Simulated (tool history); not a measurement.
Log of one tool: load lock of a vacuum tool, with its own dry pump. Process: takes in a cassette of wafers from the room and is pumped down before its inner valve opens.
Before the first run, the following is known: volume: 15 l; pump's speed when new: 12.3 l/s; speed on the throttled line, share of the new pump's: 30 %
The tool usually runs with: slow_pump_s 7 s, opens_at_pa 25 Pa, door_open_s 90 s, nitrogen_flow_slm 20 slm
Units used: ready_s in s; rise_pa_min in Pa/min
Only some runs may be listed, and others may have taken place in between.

run,day,slow_pump_s,opens_at_pa,door_open_s,nitrogen_flow_slm,"incoming humidity of the room's air, %",ready_s,rise_pa_min
1,0,7,25,90,20,43.7,16.3,0.087
2,7.971,7,25,90,20,44.2,16.3,0.096
3,13.254,7,25,90,20,44,16.4,0.09
4,17.212,9,25,90,20,44.1,17.9,0.089
5,24.542,7,25,90,4,44.4,16.4,0.118
6,32.242,7,25,90,4,43.5,16.3,0.113
7,36.258,7,25,121,20,44.5,16.2,0.101
8,40.804,6,25,121,20,45.6,16,0.107
9,46.192,7,37,90,20,45.3,15.8,0.101
10,51.804,9,37,29,17,41.6,17.1,0.079
11,57.208,6,33,80,11,45.1,15.4,0.111
12,61.671,9,46,54,22,42.5,16.9,0.087
13,67.525,9,46,54,22,46.7,16.6,0.089
14,75.825,9,46,54,22,46.5,16.9,0.094
15,81.717,7,41,83,20,46.4,15.9,0.102
16,89.442,7,41,83,20,47.8,15.6,0.111
17,94.579,11,25,137,20,48.5,19.3,0.118

What if the next run were any one of these 3? Each begins from the tool's condition after run 17:
A,102.467,6,20,90,10,41,?,?
B,102.467,7,19,90,20,43.8,?,?
C,102.467,7,25,137,20,49.7,?,?

run,ready_s,rise_pa_min
A,16.3,0.115
B,16.9,0.112
C,16.2,0.13
Without the tool's unlogged condition, the same runs would have read:
run,ready_s,rise_pa_min
A,14.7,0.062
B,15.4,0.059
C,14.7,0.077
